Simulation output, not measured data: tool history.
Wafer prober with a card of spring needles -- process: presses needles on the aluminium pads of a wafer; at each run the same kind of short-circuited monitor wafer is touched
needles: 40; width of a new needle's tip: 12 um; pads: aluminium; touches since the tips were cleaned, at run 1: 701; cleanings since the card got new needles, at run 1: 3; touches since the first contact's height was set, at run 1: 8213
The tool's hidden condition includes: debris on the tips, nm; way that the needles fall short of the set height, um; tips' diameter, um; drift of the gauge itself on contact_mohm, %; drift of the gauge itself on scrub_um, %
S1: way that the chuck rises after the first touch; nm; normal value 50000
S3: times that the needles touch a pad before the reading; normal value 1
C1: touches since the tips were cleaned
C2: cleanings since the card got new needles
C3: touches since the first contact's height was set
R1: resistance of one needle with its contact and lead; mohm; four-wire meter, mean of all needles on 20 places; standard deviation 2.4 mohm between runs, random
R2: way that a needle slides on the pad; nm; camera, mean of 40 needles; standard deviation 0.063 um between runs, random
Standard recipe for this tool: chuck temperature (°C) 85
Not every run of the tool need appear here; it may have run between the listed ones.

run 1 day=0.000 | S1=50000 chuck_temperature_(°C)=85 S3=1 | C1=701 C2=3 C3=8213 | R1=279 R2=8590
-- day=0.150 tips cleaned on abrasive film
-- day=0.346 tips cleaned on abrasive film
-- day=0.592 tips cleaned on abrasive film
-- day=0.842 tips cleaned on abrasive film
-- day=1.038 tips cleaned on abrasive film
-- day=1.283 tips cleaned on abrasive film
run 2 day=1.462 | S1=50000 chuck_temperature_(°C)=85 S3=1 | C1=1828 C2=9 C3=23059 | R1=295 R2=8540
-- day=1.512 tips cleaned on abrasive film
-- day=1.758 tips cleaned on abrasive film
-- day=2.008 tips cleaned on abrasive film
-- day=2.254 tips cleaned on abrasive film
-- day=2.500 tips cleaned on abrasive film
-- day=2.746 tips cleaned on abrasive film
run 3 day=2.758 | S1=50000 chuck_temperature_(°C)=88 S3=1 | C1=147 C2=15 C3=36226 | R1=274 R2=8470
-- day=2.958 tips cleaned on abrasive film
-- day=3.204 tips cleaned on abrasive film
-- day=3.404 tips cleaned on abrasive film
-- day=3.650 tips cleaned on abrasive film
-- day=3.896 tips cleaned on abrasive film
-- day=4.142 tips cleaned on abrasive film
-- day=4.338 tips cleaned on abrasive film
run 4 day=4.533 | S1=50000 chuck_temperature_(°C)=88 S3=1 | C1=1997 C2=22 C3=54247 | R1=285 R2=8460
-- day=4.588 tips cleaned on abrasive film
-- day=4.833 tips cleaned on abrasive film
-- day=5.079 tips cleaned on abrasive film
-- day=5.325 tips cleaned on abrasive film
-- day=5.571 tips cleaned on abrasive film
-- day=5.817 tips cleaned on abrasive film
run 5 day=5.871 | S1=50000 chuck_temperature_(°C)=85 S3=1 | C1=567 C2=28 C3=67834 | R1=272 R2=8260
-- day=6.021 tips cleaned on abrasive film
-- day=6.267 tips cleaned on abrasive film
-- day=6.512 tips cleaned on abrasive film
-- day=6.712 tips cleaned on abrasive film
run 6 day=6.867 | S1=61000 chuck_temperature_(°C)=85 S3=1 | C1=1610 C2=32 C3=77957 | R1=282 R2=10270
-- day=6.921 tips cleaned on abrasive film
-- day=7.167 tips cleaned on abrasive film
-- day=7.412 tips cleaned on abrasive film
-- day=7.658 tips cleaned on abrasive film
-- day=7.908 tips cleaned on abrasive film
-- day=8.154 tips cleaned on abrasive film
run 7 day=8.183 | S1=61000 chuck_temperature_(°C)=85 S3=1 | C1=297 C2=38 C3=91274 | R1=274 R2=10210
-- day=8.379 tips cleaned on abrasive film
-- day=8.625 tips cleaned on abrasive film
-- day=8.871 tips cleaned on abrasive film
-- day=9.121 tips cleaned on abrasive film
-- day=9.367 tips cleaned on abrasive film
-- day=9.612 tips cleaned on abrasive film
-- day=9.808 tips cleaned on abrasive film
-- day=10.021 tips cleaned on abrasive film
run 8 day=10.021 | S1=61000 chuck_temperature_(°C)=85 S3=1 | C1=0 C2=46 C3=109955 | R1=266 R2=9970
-- day=10.271 tips cleaned on abrasive film
-- day=10.517 tips cleaned on abrasive film
-- day=10.712 tips cleaned on abrasive film
-- day=10.958 tips cleaned on abrasive film
-- day=11.204 tips cleaned on abrasive film
-- day=11.454 tips cleaned on abrasive film
-- day=11.700 tips cleaned on abrasive film
run 9 day=11.704 | S1=61000 chuck_temperature_(°C)=85 S3=1 | C1=50 C2=53 C3=127032 | R1=268 R2=10020
-- day=11.900 tips cleaned on abrasive film
-- day=12.150 tips cleaned on abrasive film
-- day=12.396 tips cleaned on abrasive film
-- day=12.642 tips cleaned on abrasive film
-- day=12.888 tips cleaned on abrasive film
-- day=13.133 tips cleaned on abrasive film
run 10 day=13.146 | S1=61000 chuck_temperature_(°C)=85 S3=1 | C1=120 C2=59 C3=141678 | R1=276 R2=10050
-- day=13.342 tips cleaned on abrasive film
-- day=13.542 tips cleaned on abrasive film
-- day=13.788 tips cleaned on abrasive film
-- day=14.033 tips cleaned on abrasive film
run 11 day=14.217 | S1=61000 chuck_temperature_(°C)=85 S3=1 | C1=1888 C2=63 C3=152581 | R1=281 R2=9950
-- day=14.271 tips cleaned on abrasive film
-- day=14.517 tips cleaned on abrasive film
-- day=14.762 tips cleaned on abrasive film
-- day=15.008 tips cleaned on abrasive film
-- day=15.217 height of the first contact set anew
-- day=15.267 tips cleaned on abrasive film
-- day=15.467 tips cleaned on abrasive film
run 12 day=15.467 | S1=61000 chuck_temperature_(°C)=85 S3=1 | C1=0 C2=69 C3=2525 | R1=270 R2=10380
-- day=15.667 tips cleaned on abrasive film
-- day=15.862 tips cleaned on abrasive film
-- day=16.108 tips cleaned on abrasive film
run 13 day=16.208 | S1=50000 chuck_temperature_(°C)=52 S3=1 | C1=1030 C2=72 C3=10068 | R1=270 R2=8450
-- day=16.312 tips cleaned on abrasive film
-- day=16.558 tips cleaned on abrasive film
-- day=16.804 tips cleaned on abrasive film
-- day=17.004 tips cleaned on abrasive film
-- day=17.250 tips cleaned on abrasive film
-- day=17.496 tips cleaned on abrasive film
-- day=17.742 tips cleaned on abrasive film
run 14 day=17.892 | S1=43000 chuck_temperature_(°C)=28 S3=2 | C1=1555 C2=79 C3=27152 | R1=263 R2=7230
-- day=17.946 tips cleaned on abrasive film
-- day=18.192 tips cleaned on abrasive film
-- day=18.438 tips cleaned on abrasive film
-- day=18.683 tips cleaned on abrasive film
run 15 day=18.879 | S1=34000 chuck_temperature_(°C)=28 S3=2 | C1=2000 C2=83 C3=37166 | R1=279 R2=5690
-- day=18.929 tips cleaned on abrasive film
-- day=19.129 tips cleaned on abrasive film
-- day=19.375 tips cleaned on abrasive film
-- day=19.571 tips cleaned on abrasive film
-- day=19.817 tips cleaned on abrasive film
-- day=20.067 tips cleaned on abrasive film
run 16 day=20.233 | S1=34000 chuck_temperature_(°C)=28 S3=2 | C1=1756 C2=89 C3=50940 | R1=274 R2=5650
-- day=20.288 tips cleaned on abrasive film
-- day=20.488 tips cleaned on abrasive film
-- day=20.733 tips cleaned on abrasive film
-- day=20.979 tips cleaned on abrasive film
run 17 day=21.054 | S1=34000 chuck_temperature_(°C)=28 S3=2 | C1=771 C2=93 C3=59222 | R1=264 R2=5650
-- day=21.204 tips cleaned on abrasive film
-- day=21.450 tips cleaned on abrasive film
-- day=21.696 tips cleaned on abrasive film
-- day=21.942 tips cleaned on abrasive film
run 18 day=21.946 | S1=34000 chuck_temperature_(°C)=28 S3=2 | C1=42 C2=97 C3=68277 | R1=261 R2=5590
-- day=22.142 tips cleaned on abrasive film
-- day=22.392 tips cleaned on abrasive film
-- day=22.638 tips cleaned on abrasive film
-- day=22.883 tips cleaned on abrasive film
-- day=23.079 tips cleaned on abrasive film
run 19 day=23.192 | S1=34000 chuck_temperature_(°C)=28 S3=2 | C1=1129 C2=102 C3=80923 | R1=269 R2=5660
-- day=23.292 tips cleaned on abrasive film
-- day=23.488 tips cleaned on abrasive film
-- day=23.738 tips cleaned on abrasive film
-- day=23.983 tips cleaned on abrasive film
-- day=24.229 tips cleaned on abrasive film
-- day=24.475 tips cleaned on abrasive film
-- day=24.721 tips cleaned on abrasive film
run 20 day=24.812 | S1=37000 chuck_temperature_(°C)=34 S3=1 | C1=958 C2=109 C3=97406 | R1=279 R2=6130
-- day=24.962 tips cleaned on abrasive film
-- day=25.208 tips cleaned on abrasive film
-- day=25.454 tips cleaned on abrasive film
-- day=25.654 tips cleaned on abrasive film
-- day=25.900 tips cleaned on abrasive film
-- day=26.146 tips cleaned on abrasive film
-- day=26.392 tips cleaned on abrasive film
run 21 day=26.583 | S1=53000 chuck_temperature_(°C)=44 S3=2 | C1=1946 C2=116 C3=115376 | R1=271 R2=8790
-- day=26.633 tips cleaned on abrasive film
-- day=26.879 tips cleaned on abrasive film
-- day=27.125 tips cleaned on abrasive film
-- day=27.375 tips cleaned on abrasive film
-- day=27.621 tips cleaned on abrasive film
-- day=27.867 tips cleaned on abrasive film
-- day=28.112 tips cleaned on abrasive film
run 22 day=28.204 | S1=53000 chuck_temperature_(°C)=44 S3=2 | C1=939 C2=123 C3=131838 | R1=262 R2=8710
-- day=28.354 tips cleaned on abrasive film
-- day=28.600 tips cleaned on abrasive film
-- day=28.846 tips cleaned on abrasive film
-- day=29.042 tips cleaned on abrasive film
run 23 day=29.142 | S1=53000 chuck_temperature_(°C)=44 S3=2 | C1=1024 C2=127 C3=141375 | R1=263 R2=8630
-- day=29.242 tips cleaned on abrasive film
-- day=29.488 tips cleaned on abrasive film
-- day=29.738 tips cleaned on abrasive film
-- day=29.983 tips cleaned on abrasive film
-- day=30.229 tips cleaned on abrasive film
-- day=30.475 tips cleaned on abrasive film
run 24 day=30.550 | S1=50000 chuck_temperature_(°C)=63 S3=3 | C1=784 C2=133 C3=155669 | R1=264 R2=7970

Below, each run's measurement less what the same run would have read without the hidden state. Both values contain the same run-to-run variation, but the gauge's scatter may not be the same in both:
run=1 R1=+10 R2=-20
run=2 R1=+22 R2=-70
run=3 R1=+3 R2=-110
run=4 R1=+19 R2=-170
run=5 R1=+7 R2=-210
run=6 R1=+16 R2=-250
run=7 R1=+4 R2=-300
run=8 R1=+1 R2=-360
run=9 R1=+2 R2=-410
run=10 R1=+3 R2=-460
run=11 R1=+16 R2=-490
run=12 R1=+1 R2=-20
run=13 R1=+11 R2=-40
run=14 R1=+12 R2=-90
run=15 R1=+24 R2=-120
run=16 R1=+21 R2=-170
run=17 R1=+11 R2=-200
run=18 R1=+4 R2=-230
run=19 R1=+17 R2=-270
run=20 R1=+22 R2=-320
run=21 R1=+11 R2=-370
run=22 R1=+6 R2=-420
run=23 R1=+7 R2=-450
run=24 R1=+4 R2=-500
